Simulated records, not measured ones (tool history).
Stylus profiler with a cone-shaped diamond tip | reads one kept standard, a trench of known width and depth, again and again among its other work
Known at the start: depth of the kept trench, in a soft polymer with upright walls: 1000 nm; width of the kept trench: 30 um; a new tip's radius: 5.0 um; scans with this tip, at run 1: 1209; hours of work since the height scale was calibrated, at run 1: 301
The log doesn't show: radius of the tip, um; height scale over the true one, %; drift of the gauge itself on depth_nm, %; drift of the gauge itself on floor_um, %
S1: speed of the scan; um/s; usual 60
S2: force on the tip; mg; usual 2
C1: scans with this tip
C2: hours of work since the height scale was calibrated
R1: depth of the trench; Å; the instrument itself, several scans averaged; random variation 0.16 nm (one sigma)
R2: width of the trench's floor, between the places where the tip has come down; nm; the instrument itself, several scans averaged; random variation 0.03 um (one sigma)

run	hour	S1	S2	C1	C2	R1	R2
1	0	60	2	1209	301	10131.4	23680
2	26.9	60	2	1275	318	10136.2	23710
3	66.9	60	1.25	1373	342	10095.7	23610
4	95.4	60	2	1443	360	10132.4	23690
5	140.5	60	2	1554	387	10129.6	23670
6	186.1	60	2	1665	415	10134.4	23620
7	208.2	60	2	1720	428	10132.7	23640
8	249.9	16	0.96	1822	454	10081.4	23720
9	273.3	26	1.19	1879	468	10089.2	23710
10	305.2	26	1.19	1957	488	10092.7	23720
11	348.2	39	0.94	2063	514	10076.3	23610
12	395.7	39	0.94	2179	543	10077.1	23660
13	437	39	0.94	2280	568	10076	23580

Forecast each of these 3 alternatives for the next run:
A	467.9	35	1.86	2356	587	?	?
B	467.9	116	1.72	2356	587	?	?
C	467.9	74	0.9	2356	587	?	?

run	R1	R2
A	10120.6	23590
B	10115.9	23400
C	10073.4	23420
Without the tool's hidden state the same runs would have given:
run	R1	R2
A	10128.6	23840
B	10123.9	23650
C	10081.3	23670
